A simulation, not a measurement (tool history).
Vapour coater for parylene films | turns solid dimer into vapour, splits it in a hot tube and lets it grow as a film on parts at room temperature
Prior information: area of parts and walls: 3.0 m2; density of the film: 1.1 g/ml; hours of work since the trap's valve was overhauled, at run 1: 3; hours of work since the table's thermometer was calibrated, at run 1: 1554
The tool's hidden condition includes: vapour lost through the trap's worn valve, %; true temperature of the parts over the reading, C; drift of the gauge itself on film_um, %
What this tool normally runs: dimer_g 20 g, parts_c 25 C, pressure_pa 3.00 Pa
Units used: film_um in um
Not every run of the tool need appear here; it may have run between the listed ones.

run   hour  dimer_g  parts_c  pressure_pa  hours of work since the trap's valve was overhauled  hours of work since the table's thermometer was calibrated  film_um
  1    0.0       20       25         3.00                                                    3                                                        1554     5.17
       5.1  -- table's thermometer calibrated
  2   33.3       20       25        11.05                                                   29                                                          23     4.40
  3   72.1       20       25        11.05                                                   61                                                          55     4.42
  4  110.2       20       25        11.05                                                   93                                                          87     4.39
  5  139.0       20       24        11.05                                                  117                                                         110     4.60
  6  184.3       20       24        11.05                                                  154                                                         148     4.58
  7  210.0       20       24        11.05                                                  175                                                         169     4.61
     257.8  -- trap's valve overhauled
  8  259.9       20       24        11.05                                                    2                                                         207     4.60
  9  300.1       27       25         3.00                                                   35                                                         240     6.96
 10  340.1       15       26         2.20                                                   68                                                         272     3.85
 11  363.2       19       22         2.81                                                   87                                                         291     5.58
 12  392.4       19       22         2.81                                                  111                                                         316     5.51
 13  425.1       19       22         2.81                                                  138                                                         342     5.59
 14  461.7       27       28         5.25                                                  168                                                         373     5.73
 15  495.5       17       28         3.00                                                  196                                                         400     3.85
     518.2  -- trap's valve overhauled
 16  538.5       14       29         4.43                                                   17                                                         433     2.92
 17  563.6       14       29         4.43                                                   37                                                         453     2.93

Alternative continuations, all from the tool just after run 17; predict every row:
  A  606.3       30       19         5.17                                                   72                                                         488        ?
  B  606.3       14       18         4.43                                                   72                                                         488        ?
  C  606.3       12       19         3.00                                                   72                                                         488        ?

run  film_um
  A     8.94
  B     4.15
  C     3.57
With no hidden state in the tool, these same runs would have given:
run  film_um
  A     8.95
  B     4.16
  C     3.57
